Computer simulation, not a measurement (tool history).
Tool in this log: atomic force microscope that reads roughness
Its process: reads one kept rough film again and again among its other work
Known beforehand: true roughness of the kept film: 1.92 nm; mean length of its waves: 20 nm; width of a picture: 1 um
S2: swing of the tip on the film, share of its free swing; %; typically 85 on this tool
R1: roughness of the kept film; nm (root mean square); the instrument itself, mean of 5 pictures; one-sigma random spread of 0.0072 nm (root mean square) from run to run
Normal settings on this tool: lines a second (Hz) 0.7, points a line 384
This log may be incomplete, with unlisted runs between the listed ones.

{"run": 1, "hour": 0.0, "lines a second (Hz)": 0.7, "S2": 85, "points a line": 384, "R1": 1.22}
{"run": 2, "hour": 44.9, "lines a second (Hz)": 1.331, "S2": 85, "points a line": 384, "R1": 1.034}
{"hour": 98.7, "done": "new tip fitted"}
{"run": 3, "hour": 98.7, "lines a second (Hz)": 1.331, "S2": 85, "points a line": 384, "R1": 1.427}
{"run": 4, "hour": 176.5, "lines a second (Hz)": 1.331, "S2": 85, "points a line": 384, "R1": 1.152}
{"run": 5, "hour": 211.2, "lines a second (Hz)": 1.331, "S2": 76, "points a line": 384, "R1": 1.118}
{"hour": 277.8, "done": "new tip fitted"}
{"run": 6, "hour": 285.4, "lines a second (Hz)": 0.7, "S2": 85, "points a line": 384, "R1": 1.471}
{"run": 7, "hour": 323.2, "lines a second (Hz)": 0.7, "S2": 85, "points a line": 384, "R1": 1.313}
{"run": 8, "hour": 384.5, "lines a second (Hz)": 0.7, "S2": 85, "points a line": 384, "R1": 1.127}
{"run": 9, "hour": 438.1, "lines a second (Hz)": 0.7, "S2": 65, "points a line": 384, "R1": 1.041}
{"hour": 452.5, "done": "new tip fitted"}
{"run": 10, "hour": 471.7, "lines a second (Hz)": 0.7, "S2": 65, "points a line": 384, "R1": 1.462}
{"hour": 512.6, "done": "height scale calibrated on a step standard"}
{"run": 11, "hour": 514.9, "lines a second (Hz)": 3.245, "S2": 65, "points a line": 384, "R1": 1.202}
{"run": 12, "hour": 554.7, "lines a second (Hz)": 3.245, "S2": 65, "points a line": 384, "R1": 1.085}
{"run": 13, "hour": 614.2, "lines a second (Hz)": 0.7, "S2": 90, "points a line": 696, "R1": 0.981}
{"hour": 628.1, "done": "new tip fitted"}
{"run": 14, "hour": 679.5, "lines a second (Hz)": 0.7, "S2": 90, "points a line": 696, "R1": 1.233}
{"run": 15, "hour": 749.7, "lines a second (Hz)": 0.7, "S2": 90, "points a line": 696, "R1": 1.039}
{"run": 16, "hour": 796.2, "lines a second (Hz)": 0.539, "S2": 81, "points a line": 334, "R1": 0.971}
{"hour": 804.0, "done": "new tip fitted"}
{"run": 17, "hour": 839.2, "lines a second (Hz)": 0.7, "S2": 60, "points a line": 490, "R1": 1.434}
{"run": 18, "hour": 894.9, "lines a second (Hz)": 0.7, "S2": 82, "points a line": 384, "R1": 1.176}
{"run": 19, "hour": 934.7, "lines a second (Hz)": 1.356, "S2": 85, "points a line": 861, "R1": 1.019}
{"run": 20, "hour": 974.8, "lines a second (Hz)": 0.685, "S2": 85, "points a line": 861, "R1": 0.989}
{"hour": 979.6, "done": "new tip fitted"}
{"run": 21, "hour": 1029.7, "lines a second (Hz)": 1.794, "S2": 85, "points a line": 384, "R1": 1.163}
{"run": 22, "hour": 1073.3, "lines a second (Hz)": 0.548, "S2": 85, "points a line": 384, "R1": 1.14}

Consider 3 possible next runs. They are alternatives, not a sequence: every one starts from the tool as it was left by run 22. What does each give?
{"run": "A", "hour": 1125.2, "lines a second (Hz)": 0.7, "S2": 85, "points a line": 780, "R1": "?"}
{"run": "B", "hour": 1125.2, "lines a second (Hz)": 2.242, "S2": 64, "points a line": 442, "R1": "?"}
{"run": "C", "hour": 1125.2, "lines a second (Hz)": 0.548, "S2": 76, "points a line": 640, "R1": "?"}

run=A R1=1.019
run=B R1=1.008
run=C R1=1.043
Had the tool no hidden state, the same runs would have come out as:
run=A R1=1.512
run=B R1=1.493
run=C R1=1.546
